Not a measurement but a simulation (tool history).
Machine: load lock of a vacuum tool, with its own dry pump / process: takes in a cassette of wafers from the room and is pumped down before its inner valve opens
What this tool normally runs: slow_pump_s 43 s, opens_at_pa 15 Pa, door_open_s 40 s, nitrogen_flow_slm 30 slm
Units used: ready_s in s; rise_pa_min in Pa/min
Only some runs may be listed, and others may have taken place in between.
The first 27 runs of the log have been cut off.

run	hour	slow_pump_s	opens_at_pa	door_open_s	nitrogen_flow_slm	hours that the pump has run since its overhaul	times that the door has closed on its seal	incoming humidity of the room's air, %	ready_s	rise_pa_min
28	2380.3	28	24	40	7	8730	10442	46.8	79.1	0.017
29	2434.1	26	24	34	7	8784	10580	45.4	75.7	0.013
30	2489.5	43	27	28	30	8839	10722	42.9	89.6	0.012
31	2573	43	23	27	30	8923	10936	43.1	90.6	0.004
32	2660.7	76	15	40	16	9010	11160	47.5	119.6	0.017
33	2757.4	26	24	40	30	9107	11408	47.7	76.6	0.009
34	2867.4	26	24	40	30	9217	11690	48.1	76.7	0.009
35	2944.4	26	24	40	30	9294	11887	46.1	77.3	0.003
36	3041	29	15	35	30	9391	12134	45.3	83.4	0.006
37	3134.9	29	15	35	30	9485	12374	42.9	82.6	0.004

What if the next run were any one of these 3? Each begins from the tool's condition after run 37:
A	3240.7	29	20	30	19	9591	12645	47.2	?	?
B	3240.7	81	15	35	30	9591	12645	47.2	?	?
C	3240.7	29	28	138	42	9591	12645	47.6	?	?

run	ready_s	rise_pa_min
A	79.8	0.008
B	123.5	0.001
C	78.9	0.017
With no hidden state in the tool, these same runs would have given:
run	ready_s	rise_pa_min
A	79.8	0.008
B	123.5	0.001
C	78.9	0.016
